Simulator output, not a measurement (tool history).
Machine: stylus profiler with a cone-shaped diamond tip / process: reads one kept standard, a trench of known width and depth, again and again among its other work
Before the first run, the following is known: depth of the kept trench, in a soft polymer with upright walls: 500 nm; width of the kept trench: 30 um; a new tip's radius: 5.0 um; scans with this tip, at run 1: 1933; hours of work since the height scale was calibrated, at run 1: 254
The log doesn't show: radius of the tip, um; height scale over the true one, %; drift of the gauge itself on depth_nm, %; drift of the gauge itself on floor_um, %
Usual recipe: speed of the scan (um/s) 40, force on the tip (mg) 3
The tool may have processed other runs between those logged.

run,day,speed of the scan (um/s),force on the tip (mg),scans with this tip,hours of work since the height scale was calibrated,depth of the trench (Å),width of the trench's floor (um)
1,0,40,3,1933,254,5070,25.43
2,0.95,40,3,2018,265,5068.7,25.52
3,2.279,40,3,2137,281,5070.8,25.51
4,3.508,26,3,2247,296,5068.6,25.48
5,4.921,40,3,2373,312,5070.9,25.44
6,5.717,40,4.42,2444,322,5090,25.47
7,6.608,40,4.42,2524,332,5091.4,25.45
8,7.204,40,7.73,2577,339,5125.9,25.56
9,7.921,40,7.73,2641,347,5130.3,25.47
10,8.642,40,6.48,2705,356,5114.2,25.47
11,9.567,40,6.48,2788,367,5116.4,25.47
12,10.975,40,3,2914,383,5072.5,25.45
13,11.975,40,3,3003,395,5072,25.41
# day 12.125: height scale calibrated on a step standard
14,13.146,40,3,3106,12,5075.6,25.39
15,14.562,40,3,3233,29,5073.9,25.36
16,15.217,43,6.61,3291,36,5121.7,25.38
# day 15.779: height scale calibrated on a step standard, once more
17,16.038,43,6.61,3362,3,5108.8,25.38
18,16.854,43,6.61,3435,13,5109.6,25.43
19,17.458,43,6.61,3490,20,5110.2,25.44
20,18.067,43,6.61,3544,27,5111,25.37
21,19.079,25,7.29,3634,39,5116.4,25.42
22,19.858,74,3.13,3704,48,5067,25.33
23,20.579,53,3.13,3768,56,5070.2,25.36
24,21.358,73,2.83,3838,66,5062,25.33
25,22.071,73,2.83,3901,74,5061.5,25.31
26,22.962,73,2.83,3981,84,5061.9,25.31
27,24.058,73,2.83,4079,97,5064.2,25.33
28,24.671,130,6.36,4134,105,5108.5,25.28
29,25.454,130,6.36,4204,114,5111.9,25.3

What if the next run were any one of these 3? Each begins from the tool's condition after run 29:
A,26.754,40,3.28,4320,129,?,?
B,26.754,65,1.57,4320,129,?,?
C,26.754,51,1.02,4320,129,?,?

run,depth of the trench (Å),width of the trench's floor (um)
A,5069.2,25.33
B,5042.1,25.29
C,5030,25.23
With the hidden condition removed and each run's random variation left untouched, the same runs would have given:
run,depth of the trench (Å),width of the trench's floor (um)
A,5069,25.53
B,5042,25.49
C,5029.8,25.43
